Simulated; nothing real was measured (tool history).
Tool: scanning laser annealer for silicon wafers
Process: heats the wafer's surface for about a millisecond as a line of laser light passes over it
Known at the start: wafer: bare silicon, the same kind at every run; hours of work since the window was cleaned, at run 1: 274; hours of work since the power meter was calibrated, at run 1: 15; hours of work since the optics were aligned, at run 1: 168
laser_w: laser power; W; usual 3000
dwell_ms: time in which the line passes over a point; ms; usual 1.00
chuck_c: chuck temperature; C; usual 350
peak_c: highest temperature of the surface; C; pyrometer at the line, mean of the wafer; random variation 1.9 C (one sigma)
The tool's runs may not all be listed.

run,day,laser_w,dwell_ms,chuck_c,hours of work since the window was cleaned,hours of work since the power meter was calibrated,hours of work since the optics were aligned,peak_c
1,0.000,3000,1.00,350,274,15,168,1173
2,0.658,3000,1.00,320,283,24,177,1143
3,1.579,3000,1.00,320,296,36,190,1142
4,2.858,3000,1.00,350,314,54,207,1171
5,3.683,3000,1.00,350,325,65,219,1171
6,4.888,3000,1.00,350,342,82,235,1170
# day 5.183: optics aligned, line set to its width
7,5.933,3000,1.00,350,353,93,10,1171
8,7.362,3000,1.00,350,373,113,30,1171
9,8.342,3000,1.00,350,386,127,44,1171
10,9.104,3000,1.00,350,397,137,54,1166
11,9.971,2796,1.00,345,409,149,66,1095
12,11.350,3234,1.00,350,428,168,85,1257
13,12.400,3234,1.00,350,442,183,100,1255
# day 13.200: optics aligned, line set to its width, once more
14,13.879,3234,1.00,350,460,200,9,1259
15,15.096,2879,1.00,322,477,217,26,1100

Forecast each of these 3 alternatives for the next run:
A,16.367,2879,1.00,336,494,234,44,?
B,16.367,2780,0.98,318,494,234,44,?
C,16.367,3000,1.00,373,494,234,44,?

run,peak_c
A,1114
B,1051
C,1193
Without the tool's hidden state the same runs would have given:
run,peak_c
A,1127
B,1063
C,1206
